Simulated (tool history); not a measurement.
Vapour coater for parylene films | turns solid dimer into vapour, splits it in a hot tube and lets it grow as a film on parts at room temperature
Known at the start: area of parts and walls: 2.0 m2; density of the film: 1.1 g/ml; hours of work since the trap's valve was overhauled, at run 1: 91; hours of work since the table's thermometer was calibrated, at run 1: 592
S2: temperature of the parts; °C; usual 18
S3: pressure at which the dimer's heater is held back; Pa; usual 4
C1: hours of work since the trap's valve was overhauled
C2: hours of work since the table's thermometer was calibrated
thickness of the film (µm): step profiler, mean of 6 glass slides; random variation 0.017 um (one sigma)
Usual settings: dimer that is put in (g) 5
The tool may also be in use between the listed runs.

Run 1, hour 0: usual settings; C1 91; C2 592. Result: thickness of the film (µm) 1.57.
Run 2, hour 37.3: usual settings; C1 121; C2 622. Result: thickness of the film (µm) 1.55.
Run 3, hour 61.7: usual settings; C1 140; C2 641. Result: thickness of the film (µm) 1.52.
Run 4, hour 98.5: usual settings; C1 169; C2 670. Result: thickness of the film (µm) 1.49.
Run 5, hour 129.2: usual settings but S3 10.36 Pa; C1 193; C2 694. Result: thickness of the film (µm) 1.26.
At hour 152.2: trap's valve overhauled.
Run 6, hour 167.7: usual settings but S3 10.36 Pa; C1 12; C2 721. Result: thickness of the film (µm) 1.39.
Run 7, hour 200: usual settings; C1 38; C2 747. Result: thickness of the film (µm) 1.59.
Run 8, hour 218.9: usual settings; C1 53; C2 762. Result: thickness of the film (µm) 1.55.
Run 9, hour 236.2: usual settings; C1 66; C2 775. Result: thickness of the film (µm) 1.56.
Run 10, hour 255.6: usual settings but S3 6.03 Pa; C1 81; C2 791. Result: thickness of the film (µm) 1.44.
Run 11, hour 283.6: usual settings but S2 10 °C, S3 6.03 Pa; C1 104; C2 813. Result: thickness of the film (µm) 1.92.
Run 12, hour 314.1: usual settings but S2 10 °C, S3 6.03 Pa; C1 128; C2 837. Result: thickness of the film (µm) 1.91.
Run 13, hour 333: usual settings but S2 10 °C, S3 6.03 Pa; C1 143; C2 852. Result: thickness of the film (µm) 1.93.
Run 14, hour 355.2: usual settings but S2 10 °C, S3 6.03 Pa; C1 160; C2 869. Result: thickness of the film (µm) 1.88.
Run 15, hour 381.3: usual settings but S2 10 °C, S3 6.03 Pa; C1 181; C2 890. Result: thickness of the film (µm) 1.9.
Run 16, hour 407.6: usual settings but S2 10 °C, S3 6.03 Pa; C1 201; C2 910. Result: thickness of the film (µm) 1.86.
At hour 420.4: trap's valve overhauled.
Run 17, hour 437: usual settings but S2 21 °C; C1 13; C2 930. Result: thickness of the film (µm) 1.45.
Run 18, hour 466.7: usual settings but S2 21 °C; C1 36; C2 954. Result: thickness of the film (µm) 1.44.
Run 19, hour 485.6: usual settings but S2 21 °C; C1 51; C2 969. Result: thickness of the film (µm) 1.43.
Run 20, hour 503.8: usual settings but S2 21 °C; C1 66; C2 983. Result: thickness of the film (µm) 1.39.
Run 21, hour 533.2: usual settings but S2 21 °C; C1 89; C2 1006. Result: thickness of the film (µm) 1.4.
Run 22, hour 559.2: usual settings; C1 109; C2 1027. Result: thickness of the film (µm) 1.56.
Run 23, hour 586.8: usual settings; C1 131; C2 1049. Result: thickness of the film (µm) 1.52.
Run 24, hour 603.1: usual settings but S2 26 °C; C1 144; C2 1061. Result: thickness of the film (µm) 1.13.
Run 25, hour 626.6: usual settings but S3 6.29 Pa; C1 163; C2 1080. Result: thickness of the film (µm) 1.41.
Run 26, hour 660.4: usual settings but S3 6.29 Pa; C1 189; C2 1107. Result: thickness of the film (µm) 1.41.
At hour 690.5: trap's valve overhauled.
Run 27, hour 693.2: usual settings but S3 6.29 Pa; C1 2; C2 1129. Result: thickness of the film (µm) 1.51.
Run 28, hour 717.5: usual settings but S3 6.29 Pa; C1 21; C2 1148. Result: thickness of the film (µm) 1.52.
Run 29, hour 745.9: usual settings but S3 6.29 Pa; C1 44; C2 1171. Result: thickness of the film (µm) 1.5.
Run 30, hour 766.5: usual settings but dimer that is put in (g) 9, S2 16 °C, S3 3.36 Pa; C1 60; C2 1187. Result: thickness of the film (µm) 3.11.
Run 31, hour 782.7: usual settings but dimer that is put in (g) 9, S2 16 °C, S3 3.36 Pa; C1 73; C2 1200. Result: thickness of the film (µm) 3.1.
Run 32, hour 802.2: usual settings but dimer that is put in (g) 8, S2 19 °C, S3 8.36 Pa; C1 88; C2 1215. Result: thickness of the film (µm) 2.16.
Run 33, hour 819: usual settings but dimer that is put in (g) 8, S2 19 °C, S3 8.36 Pa; C1 101; C2 1228. Result: thickness of the film (µm) 2.12.
Run 34, hour 837.5: usual settings but dimer that is put in (g) 4, S2 14 °C; C1 116; C2 1243. Result: thickness of the film (µm) 1.42.
Run 35, hour 871.3: usual settings but dimer that is put in (g) 4, S2 14 °C; C1 143; C2 1270. Result: thickness of the film (µm) 1.4.
Run 36, hour 898.4: usual settings but dimer that is put in (g) 4, S2 14 °C; C1 164; C2 1291. Result: thickness of the film (µm) 1.4.
Run 37, hour 936.5: usual settings but dimer that is put in (g) 4, S2 14 °C; C1 194; C2 1321. Result: thickness of the film (µm) 1.38.
At hour 958.9: trap's valve overhauled.
Run 38, hour 972.3: usual settings but dimer that is put in (g) 2, S2 23 °C; C1 11; C2 1346. Result: thickness of the film (µm) 0.53.
Run 39, hour 989.8: usual settings but dimer that is put in (g) 4, S2 13 °C, S3 2.84 Pa; C1 24; C2 1360. Result: thickness of the film (µm) 1.62.
Run 40, hour 1021: usual settings but dimer that is put in (g) 4, S2 13 °C, S3 2.84 Pa; C1 49; C2 1385. Result: thickness of the film (µm) 1.61.
Run 41, hour 1037.8: usual settings but dimer that is put in (g) 3, S2 17 °C, S3 3.04 Pa; C1 62; C2 1398. Result: thickness of the film (µm) 1.05.
Run 42, hour 1057.3: usual settings but S3 2.16 Pa; C1 78; C2 1413. Result: thickness of the film (µm) 1.74.
Run 43, hour 1094.6: usual settings but S3 2.16 Pa; C1 107; C2 1443. Result: thickness of the film (µm) 1.71.
Run 44, hour 1121.8: usual settings but S3 2.16 Pa; C1 128; C2 1464. Result: thickness of the film (µm) 1.71.
Run 45, hour 1148.4: usual settings but dimer that is put in (g) 4, S2 24 °C; C1 149; C2 1485. Result: thickness of the film (µm) 0.95.
Run 46, hour 1180.7: usual settings but dimer that is put in (g) 2, S2 21 °C, S3 2.04 Pa; C1 175; C2 1511. Result: thickness of the film (µm) 0.61.

Hidden state or all else? Some run-to-run changes of thickness of the film (µm), split into what the settings, what came in and random variation would give without the hidden state, and what is left for the hidden state (with any gauge scatter that isn't in both results):
The hidden state here: vapour lost through the trap's worn valve, %; true temperature of the parts over the reading, C; drift of the gauge itself on film_um, %.
Run 5 -> 6: trap's valve overhauled. thickness of the film (µm) +0.13: hidden state +0.11, all else +0.02.
Run 16 -> 17: S2 10 -> 21, S3 6.03 -> 4, trap's valve overhauled. thickness of the film (µm) -0.41: hidden state +0.17, all else -0.58.
Run 26 -> 27: trap's valve overhauled. thickness of the film (µm) +0.1: hidden state +0.15, all else -0.05.
Run 29 -> 30: dimer that is put in (g) 5 -> 9, S2 18 -> 16, S3 6.29 -> 3.36. thickness of the film (µm) +1.61: hidden state -0.02, all else +1.63.
Run 31 -> 32: dimer that is put in (g) 9 -> 8, S2 16 -> 19, S3 3.36 -> 8.36. thickness of the film (µm) -0.94: hidden state +0, all else -0.94.
Run 38 -> 39: dimer that is put in (g) 2 -> 4, S2 23 -> 13, S3 4 -> 2.84. thickness of the film (µm) +1.09: hidden state +0, all else +1.09.
